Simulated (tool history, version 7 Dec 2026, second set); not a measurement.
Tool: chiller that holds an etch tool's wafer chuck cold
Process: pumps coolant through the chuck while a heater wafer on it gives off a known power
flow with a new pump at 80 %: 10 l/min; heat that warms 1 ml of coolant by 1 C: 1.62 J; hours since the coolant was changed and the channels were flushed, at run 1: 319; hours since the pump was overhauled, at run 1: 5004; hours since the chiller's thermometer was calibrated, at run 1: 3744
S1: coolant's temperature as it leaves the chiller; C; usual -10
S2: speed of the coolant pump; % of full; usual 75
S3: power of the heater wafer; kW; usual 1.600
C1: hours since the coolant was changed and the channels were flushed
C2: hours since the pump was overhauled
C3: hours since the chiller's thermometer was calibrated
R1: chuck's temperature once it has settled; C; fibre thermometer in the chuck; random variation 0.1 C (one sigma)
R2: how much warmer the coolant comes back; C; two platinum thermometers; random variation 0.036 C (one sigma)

| run | hour | S1 | S2 | S3 | C1 | C2 | C3 | R1 | R2 |
|---|---|---|---|---|---|---|---|---|---|
| 1 | 0.0 | -10 | 75 | 1.600 | 319 | 5004 | 3744 | 2.3 | 6.94 |
| 2 | 74.7 | -10 | 75 | 1.600 | 394 | 5079 | 3819 | 2.5 | 6.93 |
| 3 | 179.7 | -10 | 75 | 1.600 | 499 | 5184 | 3924 | 2.3 | 6.98 |
| 4 | 266.7 | -10 | 75 | 1.600 | 586 | 5271 | 4011 | 2.4 | 6.93 |
| 5 | 334.1 | -10 | 75 | 1.600 | 653 | 5338 | 4078 | 2.5 | 6.96 |
| 6 | 401.3 | -10 | 75 | 1.600 | 720 | 5405 | 4145 | 2.2 | 6.99 |
| 7 | 480.7 | -10 | 75 | 1.600 | 800 | 5485 | 4225 | 2.5 | 6.96 |
| 8 | 569.8 | -10 | 75 | 1.600 | 889 | 5574 | 4314 | 2.5 | 6.95 |
|  | 635.3 | chiller's thermometer calibrated |
| 9 | 690.6 | -10 | 75 | 1.600 | 1009 | 5694 | 55 | 3.0 | 7.00 |
| 10 | 801.9 | -10 | 75 | 1.241 | 1120 | 5805 | 167 | 0.1 | 5.40 |
| 11 | 920.7 | -10 | 75 | 1.241 | 1239 | 5924 | 285 | -0.1 | 5.41 |
| 12 | 978.2 | -10 | 75 | 1.241 | 1296 | 5981 | 343 | 0.1 | 5.43 |
| 13 | 1049.4 | -10 | 75 | 1.241 | 1368 | 6053 | 414 | 0.0 | 5.47 |
| 14 | 1153.0 | -10 | 75 | 1.600 | 1471 | 6156 | 518 | 3.1 | 7.05 |
| 15 | 1210.2 | -16 | 75 | 1.600 | 1528 | 6213 | 575 | -2.6 | 7.03 |
|  | 1227.0 | coolant pump overhauled |
| 16 | 1327.2 | -16 | 70 | 1.600 | 1640 | 100 | 687 | -1.6 | 7.89 |
| 17 | 1440.6 | -10 | 75 | 0.902 | 1754 | 214 | 800 | -2.5 | 4.12 |
| 18 | 1525.8 | -20 | 92 | 1.374 | 1839 | 299 | 886 | -10.4 | 5.05 |
| 19 | 1579.0 | -7 | 92 | 2.285 | 1892 | 352 | 939 | 9.3 | 8.53 |
| 20 | 1696.1 | -5 | 83 | 1.600 | 2009 | 469 | 1056 | 7.5 | 6.59 |
|  | 1758.4 | coolant pump overhauled, once more |
| 21 | 1792.8 | -5 | 64 | 1.028 | 2101 | 34 | 1147 | 3.9 | 4.89 |
| 22 | 1900.3 | -5 | 64 | 1.028 | 2208 | 142 | 1255 | 4.0 | 4.82 |
| 23 | 1974.7 | -7 | 88 | 2.113 | 2283 | 216 | 1329 | 6.6 | 7.08 |
| 24 | 2038.0 | -9 | 90 | 1.415 | 2346 | 280 | 1393 | 0.1 | 4.68 |
| 25 | 2124.5 | -10 | 75 | 0.964 | 2433 | 366 | 1479 | -2.6 | 3.88 |
| 26 | 2240.8 | -12 | 82 | 1.122 | 2549 | 482 | 1595 | -4.1 | 4.07 |
| 27 | 2340.6 | -12 | 82 | 1.122 | 2649 | 582 | 1695 | -4.1 | 4.12 |
| 28 | 2418.0 | -12 | 82 | 1.122 | 2726 | 660 | 1773 | -4.3 | 4.14 |
| 29 | 2509.1 | -10 | 75 | 0.850 | 2817 | 751 | 1864 | -3.4 | 3.39 |
| 30 | 2579.1 | -10 | 75 | 0.850 | 2887 | 821 | 1934 | -3.6 | 3.46 |
| 31 | 2678.9 | -8 | 95 | 0.850 | 2987 | 921 | 2034 | -2.9 | 2.71 |
| 32 | 2759.1 | -12 | 86 | 1.117 | 3067 | 1001 | 2114 | -4.3 | 3.89 |

Forecast each of these 4 alternatives for the next run:
| A | 2845.4 | -13 | 87 | 1.225 | 3154 | 1087 | 2200 | ? | ? |
| B | 2845.4 | -6 | 83 | 1.117 | 3154 | 1087 | 2200 | ? | ? |
| C | 2845.4 | -5 | 70 | 1.600 | 3154 | 1087 | 2200 | ? | ? |
| D | 2845.4 | -12 | 86 | 0.919 | 3154 | 1087 | 2200 | ? | ? |

| run | R1 | R2 |
|---|---|---|
| A | -4.8 | 4.25 |
| B | 1.8 | 4.08 |
| C | 8.2 | 6.99 |
| D | -5.8 | 3.17 |
Without the tool's hidden state the same runs would have given:
| run | R1 | R2 |
|---|---|---|
| A | -5.2 | 4.16 |
| B | 1.5 | 3.99 |
| C | 7.5 | 6.84 |
| D | -6.1 | 3.11 |
